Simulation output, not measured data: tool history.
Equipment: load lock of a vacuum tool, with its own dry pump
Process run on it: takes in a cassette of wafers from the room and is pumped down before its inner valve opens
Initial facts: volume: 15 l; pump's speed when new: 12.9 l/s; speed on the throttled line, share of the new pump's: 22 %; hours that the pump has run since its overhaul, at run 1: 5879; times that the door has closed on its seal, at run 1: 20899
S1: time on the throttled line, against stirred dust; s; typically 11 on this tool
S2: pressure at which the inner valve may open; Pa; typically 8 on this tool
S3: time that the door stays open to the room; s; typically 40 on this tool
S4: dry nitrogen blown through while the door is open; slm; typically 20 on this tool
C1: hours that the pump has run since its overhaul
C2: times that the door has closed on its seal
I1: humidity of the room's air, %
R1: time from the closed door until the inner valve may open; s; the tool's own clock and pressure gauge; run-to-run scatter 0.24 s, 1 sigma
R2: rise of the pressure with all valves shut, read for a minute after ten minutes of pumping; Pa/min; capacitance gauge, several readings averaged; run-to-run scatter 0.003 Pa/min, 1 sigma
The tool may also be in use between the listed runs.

run    hour  S1  S2   S3  S4     C1     C2    I1    R1     R2
  1       0  11   8   40  20   5879  20899  45.2  19.9   0.54
  2   192.9  11   8   40  20   6072  21494  44.4  20.1  0.568
  3     513  11   8   40  20   6392  22480  45.1  20.1  0.605
  4   915.1  11   8   40  20   6794  23718  46.9  19.8  0.663
  5  1160.6  11   8   40  20   7040  24475  45.5  20.5  0.687
  6  1366.5  11   8   40  20   7246  25109  41.1    20  0.701
     1655.5  -- door's seal changed, seat wiped
  7    1696  11   8   40  20   7574    125  42.4  20.1  0.044
  8  1970.9  11   8   40  20   7849    972  47.1  20.1  0.054
  9  2244.2  11   8   40  20   8122   1813  44.7  20.2   0.07
 10    2569  11   8   40  20   8447   2814  41.8  20.1  0.077
 11  2886.3  11   8   40  20   8764   3792  47.7  20.2  0.088
 12  3123.5  11   8   40  20   9001   4522  42.6  20.4  0.099
 13  3379.6  11   8   40  45   9257   5311  45.2  19.8  0.105
 14    3672  11   8   40  45   9550   6212  44.9    20  0.117
 15  3944.4  14   8   40   7   9822   7051  44.1  22.2  0.152
 16  4230.8  11   8  129   6  10109   7934  40.4  20.3  0.212
 17    4416  11   8  129   6  10294   8504    45  20.3  0.239
 18  4824.7  11  14  129   6  10702   9763  46.9  19.6  0.262
 19  5209.1  14  10   40  25  11087  10947  45.9  22.1  0.225
 20  5522.2  20   8   40  20  11400  11912  43.8  27.4  0.244
 21  5743.8  11   8   98  20  11622  12594  43.6  20.2  0.294
 22  5933.8  10  13   98   8  11812  13180  47.2  18.3  0.321
 23  6191.1  10  13   98   8  12069  13972  44.6  19.1  0.349
 24  6593.2  10   9  127   8  12471  15211  42.2  19.3  0.403

Results for each run, recomputed without the tool's hidden state and with each run's random variation untouched:
Unlogged tool condition in this case: pump's speed, % of a new pump's; leak at the door's seal, Pa l/s; drift of the gauge itself on ready_s, %; drift of the gauge itself on rise_pa_min, %.
run    R1     R2
  1  19.6  0.041
  2  19.8  0.042
  3  19.8  0.042
  4  19.5  0.042
  5  20.1  0.041
  6  19.6  0.035
  7  19.7  0.038
  8  19.7  0.039
  9  19.8  0.045
 10  19.6  0.041
 11  19.8   0.04
 12  19.9   0.04
 13  19.3  0.033
 14  19.5  0.032
 15  21.7  0.054
 16  19.7  0.099
 17  19.6  0.113
 18    19  0.109
 19  21.5  0.044
 20  26.9  0.041
 21  19.5   0.07
 22  17.6  0.085
 23  18.4  0.086
 24  18.5  0.099
